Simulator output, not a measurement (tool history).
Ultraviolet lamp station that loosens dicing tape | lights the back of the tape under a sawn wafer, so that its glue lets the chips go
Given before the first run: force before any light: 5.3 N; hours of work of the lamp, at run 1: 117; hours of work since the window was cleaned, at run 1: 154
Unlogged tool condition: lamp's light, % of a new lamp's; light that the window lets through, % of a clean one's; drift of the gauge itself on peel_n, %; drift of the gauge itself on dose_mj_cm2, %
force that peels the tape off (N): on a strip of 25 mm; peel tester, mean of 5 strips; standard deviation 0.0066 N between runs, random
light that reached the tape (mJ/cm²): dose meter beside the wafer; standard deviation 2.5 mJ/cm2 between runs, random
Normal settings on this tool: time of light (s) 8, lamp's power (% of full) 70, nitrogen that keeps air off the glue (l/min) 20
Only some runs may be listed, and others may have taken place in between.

| run | hour | time of light (s) | lamp's power (% of full) | nitrogen that keeps air off the glue (l/min) | hours of work of the lamp | hours of work since the window was cleaned | force that peels the tape off (N) | light that reached the tape (mJ/cm²) |
|---|---|---|---|---|---|---|---|---|
| 1 | 0.0 | 8 | 70 | 20 | 117 | 154 | 0.225 | 302 |
| 2 | 10.7 | 8 | 70 | 17 | 123 | 160 | 0.249 | 301 |
| 3 | 17.7 | 8 | 70 | 17 | 128 | 164 | 0.259 | 299 |
| 4 | 28.3 | 8 | 70 | 17 | 134 | 171 | 0.238 | 304 |
| 5 | 34.4 | 8 | 70 | 17 | 138 | 175 | 0.271 | 301 |
| 6 | 43.0 | 8 | 70 | 17 | 143 | 180 | 0.236 | 301 |
| 7 | 53.1 | 8 | 70 | 20 | 149 | 186 | 0.223 | 302 |
| 8 | 60.2 | 8 | 70 | 10 | 153 | 190 | 0.446 | 301 |
| 9 | 65.1 | 5 | 70 | 10 | 156 | 193 | 1.090 | 189 |
| 10 | 76.2 | 8 | 75 | 20 | 163 | 200 | 0.169 | 328 |
| 11 | 84.6 | 8 | 75 | 20 | 168 | 205 | 0.185 | 324 |
| 12 | 90.2 | 8 | 75 | 20 | 171 | 208 | 0.179 | 320 |
| 13 | 96.8 | 8 | 75 | 20 | 175 | 212 | 0.176 | 324 |
|  | 101.8 | window cleaned of glue's vapour |
| 14 | 107.6 | 8 | 75 | 20 | 181 | 3 | 0.196 | 326 |
| 15 | 117.8 | 8 | 75 | 20 | 187 | 10 | 0.191 | 320 |
| 16 | 122.4 | 8 | 75 | 36 | 190 | 12 | 0.106 | 328 |
| 17 | 131.6 | 8 | 75 | 36 | 196 | 18 | 0.104 | 324 |
| 18 | 142.7 | 8 | 75 | 36 | 202 | 25 | 0.113 | 325 |
| 19 | 150.8 | 8 | 75 | 36 | 207 | 29 | 0.105 | 320 |
| 20 | 161.1 | 8 | 75 | 36 | 213 | 36 | 0.104 | 324 |
| 21 | 172.5 | 8 | 75 | 36 | 220 | 42 | 0.101 | 324 |
| 22 | 179.6 | 8 | 75 | 36 | 225 | 47 | 0.108 | 326 |
| 23 | 185.0 | 8 | 75 | 36 | 228 | 50 | 0.113 | 321 |
| 24 | 191.6 | 8 | 61 | 16 | 232 | 54 | 0.378 | 265 |
| 25 | 198.9 | 8 | 61 | 16 | 236 | 58 | 0.396 | 260 |
| 26 | 205.8 | 13 | 61 | 16 | 240 | 62 | 0.111 | 422 |
| 27 | 211.2 | 8 | 76 | 15 | 244 | 66 | 0.240 | 332 |
| 28 | 218.8 | 5 | 75 | 16 | 248 | 70 | 0.670 | 203 |
| 29 | 227.0 | 8 | 80 | 20 | 253 | 75 | 0.153 | 341 |
| 30 | 236.4 | 8 | 65 | 11 | 259 | 81 | 0.485 | 278 |
| 31 | 242.4 | 8 | 90 | 11 | 262 | 84 | 0.193 | 393 |
| 32 | 247.6 | 8 | 90 | 11 | 265 | 88 | 0.223 | 387 |
| 33 | 255.7 | 8 | 63 | 20 | 270 | 92 | 0.272 | 270 |
| 34 | 265.5 | 8 | 63 | 20 | 276 | 98 | 0.290 | 273 |
| 35 | 270.3 | 8 | 93 | 9 | 279 | 101 | 0.262 | 399 |
| 36 | 277.1 | 6 | 82 | 18 | 283 | 105 | 0.343 | 265 |
| 37 | 283.5 | 5 | 63 | 17 | 287 | 109 | 0.880 | 175 |
| 38 | 292.6 | 10 | 70 | 20 | 292 | 115 | 0.130 | 376 |
| 39 | 299.9 | 10 | 70 | 20 | 297 | 119 | 0.117 | 378 |
| 40 | 310.5 | 10 | 86 | 20 | 303 | 125 | 0.091 | 468 |
| 41 | 319.9 | 7 | 67 | 22 | 309 | 131 | 0.303 | 252 |
| 42 | 324.9 | 8 | 73 | 20 | 312 | 134 | 0.192 | 314 |

4 ways to go on from here, each from the tool as it stands after run 42. What would each give?
| A | 330.5 | 6 | 64 | 9 | 315 | 137 | ? | ? |
| B | 330.5 | 6 | 70 | 20 | 315 | 137 | ? | ? |
| C | 330.5 | 14 | 73 | 37 | 315 | 137 | ? | ? |
| D | 330.5 | 12 | 86 | 20 | 315 | 137 | ? | ? |

| run | force that peels the tape off (N) | light that reached the tape (mJ/cm²) |
|---|---|---|
| A | 1.031 | 209 |
| B | 0.442 | 227 |
| C | 0.055 | 555 |
| D | 0.065 | 559 |
Take away the tool's hidden state, keep each run's random variation, and the runs would have read:
| run | force that peels the tape off (N) | light that reached the tape (mJ/cm²) |
|---|---|---|
| A | 1.026 | 209 |
| B | 0.439 | 228 |
| C | 0.054 | 557 |
| D | 0.065 | 561 |
